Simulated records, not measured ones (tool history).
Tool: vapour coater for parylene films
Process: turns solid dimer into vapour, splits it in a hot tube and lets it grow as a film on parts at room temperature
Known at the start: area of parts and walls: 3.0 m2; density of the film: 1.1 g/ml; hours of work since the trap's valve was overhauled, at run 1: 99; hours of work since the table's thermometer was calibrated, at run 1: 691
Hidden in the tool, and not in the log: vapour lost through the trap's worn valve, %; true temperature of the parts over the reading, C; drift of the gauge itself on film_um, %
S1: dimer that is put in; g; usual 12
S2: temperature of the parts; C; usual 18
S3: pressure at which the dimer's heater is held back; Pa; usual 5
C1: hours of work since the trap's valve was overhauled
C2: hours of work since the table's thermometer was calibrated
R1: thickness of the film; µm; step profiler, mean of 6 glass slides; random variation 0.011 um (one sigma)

run	hour	S1	S2	S3	C1	C2	R1
1	0	12	18	5	99	691	2.57
2	16.9	12	21	5	110	702	2.42
3	49.3	7	18	5	131	723	1.5
4	69.1	7	18	5	144	735	1.49
5	91.2	12	18	4.77	158	750	2.58
6	118.6	12	18	4.77	176	767	2.58
7	144.1	12	18	4.77	192	784	2.59
8	165.9	12	20	5	207	798	2.47
9	194.1	12	18	3.89	225	816	2.63
10	221	12	18	3.89	242	834	2.66
11	246.9	12	18	3.89	259	851	2.64
12	263.8	12	18	3.89	270	861	2.64
13	294.5	12	18	3.89	290	881	2.64
14	331.8	12	18	3.89	314	906	2.65
15	363.9	7	20	7.58	335	926	1.38
16	399.9	8	20	2.2	358	950	1.83
17	425.8	6	18	5	375	966	1.27
18	462.4	12	14	5	399	990	2.79
19	479.1	21	25	5.72	409	1001	3.83
20	502.1	21	25	5.72	424	1016	3.85
21	541.1	21	25	5.72	450	1041	3.82
# hour 554.7: trap's valve overhauled
22	573.1	15	21	5.7	12	1059	2.97
23	597.6	15	29	5.28	28	1075	2.56
24	614.7	15	29	5.28	39	1086	2.55
25	650.7	15	29	5.28	62	1109	2.56
26	676.9	12	18	10.4	79	1126	2.37

5 ways to go on from here, each from the tool as it stands after run 26. What would each give?
A	711.3	11	18	5	101	1149	?
B	711.3	9	16	2.18	101	1149	?
C	711.3	12	22	10.4	101	1149	?
D	711.3	6	28	5	101	1149	?
E	711.3	18	27	5.52	101	1149	?

run	R1
A	2.36
B	2.23
C	2.17
D	1.05
E	3.19
Without the tool's hidden state the same runs would have given:
run	R1
A	2.37
B	2.23
C	2.17
D	1.05
E	3.19
